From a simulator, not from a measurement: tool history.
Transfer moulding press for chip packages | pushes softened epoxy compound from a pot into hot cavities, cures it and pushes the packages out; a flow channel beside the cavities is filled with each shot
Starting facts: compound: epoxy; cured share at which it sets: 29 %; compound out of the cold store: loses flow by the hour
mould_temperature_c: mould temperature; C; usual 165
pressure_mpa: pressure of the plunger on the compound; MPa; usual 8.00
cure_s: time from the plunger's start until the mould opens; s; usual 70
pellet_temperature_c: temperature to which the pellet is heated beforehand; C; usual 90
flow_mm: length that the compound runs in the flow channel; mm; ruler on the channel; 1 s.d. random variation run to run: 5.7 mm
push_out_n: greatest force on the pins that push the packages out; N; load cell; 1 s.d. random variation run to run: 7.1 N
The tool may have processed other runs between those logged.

run   hour  mould_temperature_c  pressure_mpa  cure_s  pellet_temperature_c  incoming compound's hours out of the cold store  flow_mm  push_out_n
  1    0.0                  165          8.00      70                    90                                             28.9      908         288
      13.7  -- cavities cleaned with cleaning compound and waxed
  2   53.5                  165          8.00      70                    90                                             10.4     1005         291
      86.1  -- cavities cleaned with cleaning compound and waxed
  3  105.6                  165          8.00      70                    90                                             29.2      905         285
     118.2  -- plunger's sealing rings changed
  4  151.1                  165          8.00      70                    90                                             44.2      842         276
     162.4  -- cavities cleaned with cleaning compound and waxed
  5  194.1                  158          8.00      70                    90                                             44.1      859         458
  6  228.5                  158          8.00      70                    90                                             16.7     1006         499
     236.6  -- cavities cleaned with cleaning compound and waxed
     252.1  -- mould's thermocouples calibrated
  7  282.5                  158          8.00      70                    90                                             28.5      945         470
     313.0  -- cavities cleaned with cleaning compound and waxed
  8  337.3                  168          8.00      70                    91                                             30.2      894         253
     386.2  -- cavities cleaned with cleaning compound and waxed
  9  386.2                  160          8.73      56                    81                                             13.6     1059         776
 10  417.2                  160          8.73      56                    81                                             12.4     1067         799

Branching from run 10: 3 alternative next runs. What would each branch give?
  A  441.1                  165          8.00      84                    90                                             14.0        ?           ?
  B  441.1                  165          8.65      70                    87                                             37.2        ?           ?
  C  441.1                  160          8.30      56                    93                                             42.0        ?           ?

run  flow_mm  push_out_n
  A      981         237
  B      906         279
  C      879         637
Without the tool's hidden state the same runs would have given:
run  flow_mm  push_out_n
  A      982         234
  B      908         276
  C      880         629
